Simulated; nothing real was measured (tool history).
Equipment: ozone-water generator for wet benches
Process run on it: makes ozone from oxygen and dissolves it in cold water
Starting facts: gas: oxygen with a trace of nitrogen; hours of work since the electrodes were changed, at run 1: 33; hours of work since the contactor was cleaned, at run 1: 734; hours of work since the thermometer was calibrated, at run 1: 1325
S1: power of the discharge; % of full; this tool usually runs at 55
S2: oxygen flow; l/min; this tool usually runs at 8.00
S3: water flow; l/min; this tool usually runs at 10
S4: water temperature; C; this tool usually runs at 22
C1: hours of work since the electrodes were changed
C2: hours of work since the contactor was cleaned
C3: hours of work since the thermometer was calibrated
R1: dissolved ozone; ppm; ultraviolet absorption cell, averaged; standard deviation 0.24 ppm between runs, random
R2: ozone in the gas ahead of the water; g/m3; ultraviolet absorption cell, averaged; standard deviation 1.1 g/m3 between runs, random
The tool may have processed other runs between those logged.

{"run": 1, "hour": 0.0, "S1": 55, "S2": 8.0, "S3": 10, "S4": 22, "C1": 33, "C2": 734, "C3": 1325, "R1": 36.8, "R2": 207.1}
{"run": 2, "hour": 24.0, "S1": 55, "S2": 8.0, "S3": 10, "S4": 22, "C1": 49, "C2": 750, "C3": 1341, "R1": 36.3, "R2": 207.1}
{"run": 3, "hour": 41.4, "S1": 55, "S2": 8.0, "S3": 10, "S4": 22, "C1": 61, "C2": 762, "C3": 1353, "R1": 36.6, "R2": 207.6}
{"run": 4, "hour": 55.1, "S1": 79, "S2": 8.0, "S3": 10, "S4": 22, "C1": 70, "C2": 771, "C3": 1362, "R1": 49.0, "R2": 275.1}
{"run": 5, "hour": 69.0, "S1": 79, "S2": 8.0, "S3": 10, "S4": 22, "C1": 79, "C2": 780, "C3": 1371, "R1": 49.0, "R2": 277.5}
{"hour": 70.9, "done": "water thermometer calibrated"}
{"run": 6, "hour": 97.9, "S1": 79, "S2": 8.0, "S3": 10, "S4": 22, "C1": 98, "C2": 799, "C3": 18, "R1": 48.4, "R2": 272.5}
{"run": 7, "hour": 111.9, "S1": 55, "S2": 4.32, "S3": 10, "S4": 22, "C1": 107, "C2": 808, "C3": 27, "R1": 40.3, "R2": 276.9}
{"run": 8, "hour": 131.6, "S1": 59, "S2": 10.76, "S3": 7, "S4": 25, "C1": 120, "C2": 821, "C3": 40, "R1": 36.7, "R2": 190.1}
{"run": 9, "hour": 158.9, "S1": 59, "S2": 10.76, "S3": 7, "S4": 25, "C1": 138, "C2": 839, "C3": 58, "R1": 36.0, "R2": 189.7}
{"hour": 169.1, "done": "water thermometer calibrated, once more"}
{"run": 10, "hour": 189.6, "S1": 59, "S2": 10.76, "S3": 7, "S4": 25, "C1": 158, "C2": 859, "C3": 14, "R1": 36.7, "R2": 190.2}
{"run": 11, "hour": 208.7, "S1": 59, "S2": 10.76, "S3": 7, "S4": 25, "C1": 170, "C2": 871, "C3": 26, "R1": 36.5, "R2": 191.4}
{"run": 12, "hour": 232.6, "S1": 72, "S2": 10.76, "S3": 7, "S4": 25, "C1": 186, "C2": 887, "C3": 42, "R1": 42.0, "R2": 223.0}
{"run": 13, "hour": 247.9, "S1": 72, "S2": 10.76, "S3": 7, "S4": 25, "C1": 196, "C2": 897, "C3": 52, "R1": 42.4, "R2": 220.8}

3 ways to go on from here, each from the tool as it stands after run 13. What would each give?
{"run": "A", "hour": 275.4, "S1": 55, "S2": 4.58, "S3": 10, "S4": 22, "C1": 214, "C2": 915, "C3": 70, "R1": "?", "R2": "?"}
{"run": "B", "hour": 275.4, "S1": 96, "S2": 5.43, "S3": 7, "S4": 25, "C1": 214, "C2": 915, "C3": 70, "R1": "?", "R2": "?"}
{"run": "C", "hour": 275.4, "S1": 55, "S2": 8.0, "S3": 10, "S4": 21, "C1": 214, "C2": 915, "C3": 70, "R1": "?", "R2": "?"}

run=A R1=39.6 R2=269.5
run=B R1=64.6 R2=379.9
run=C R1=37.5 R2=205.8
Without the tool's hidden state the same runs would have given:
run=A R1=39.6 R2=268.4
run=B R1=64.4 R2=377.5
run=C R1=37.5 R2=204.9
